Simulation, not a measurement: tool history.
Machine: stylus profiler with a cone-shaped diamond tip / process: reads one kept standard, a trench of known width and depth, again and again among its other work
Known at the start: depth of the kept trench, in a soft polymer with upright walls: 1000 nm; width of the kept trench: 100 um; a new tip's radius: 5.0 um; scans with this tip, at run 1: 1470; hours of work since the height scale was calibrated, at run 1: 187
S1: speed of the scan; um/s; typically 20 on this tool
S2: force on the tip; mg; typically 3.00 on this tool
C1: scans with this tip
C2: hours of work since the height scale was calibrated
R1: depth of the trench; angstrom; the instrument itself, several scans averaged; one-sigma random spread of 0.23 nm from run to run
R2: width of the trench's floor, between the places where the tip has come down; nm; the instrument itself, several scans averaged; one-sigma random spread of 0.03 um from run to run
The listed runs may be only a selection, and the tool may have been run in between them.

run,hour,S1,S2,C1,C2,R1,R2
1,0.0,20,3.00,1470,187,10173.1,93670
2,23.7,20,3.00,1608,205,10174.6,93630
3,44.2,20,3.00,1727,220,10172.6,93650
4,63.5,20,6.46,1840,234,10283.4,93660
5,89.1,20,6.46,1989,253,10286.3,93610
6,123.8,18,3.00,2190,279,10174.1,93550
7,144.8,9,1.05,2312,294,10092.4,93530
8,172.6,16,4.01,2474,315,10213.3,93500
9,194.4,75,1.63,2600,331,10117.9,93070

Predict the results of run 10:
10,218.3,75,7.26,2740,348,?,?

{"run 10": {"R1": 10309.0, "R2": 93320}}
Had the tool carried no hidden state, the very same run would have given R1 10297.0 angstrom, R2 93760 nm.

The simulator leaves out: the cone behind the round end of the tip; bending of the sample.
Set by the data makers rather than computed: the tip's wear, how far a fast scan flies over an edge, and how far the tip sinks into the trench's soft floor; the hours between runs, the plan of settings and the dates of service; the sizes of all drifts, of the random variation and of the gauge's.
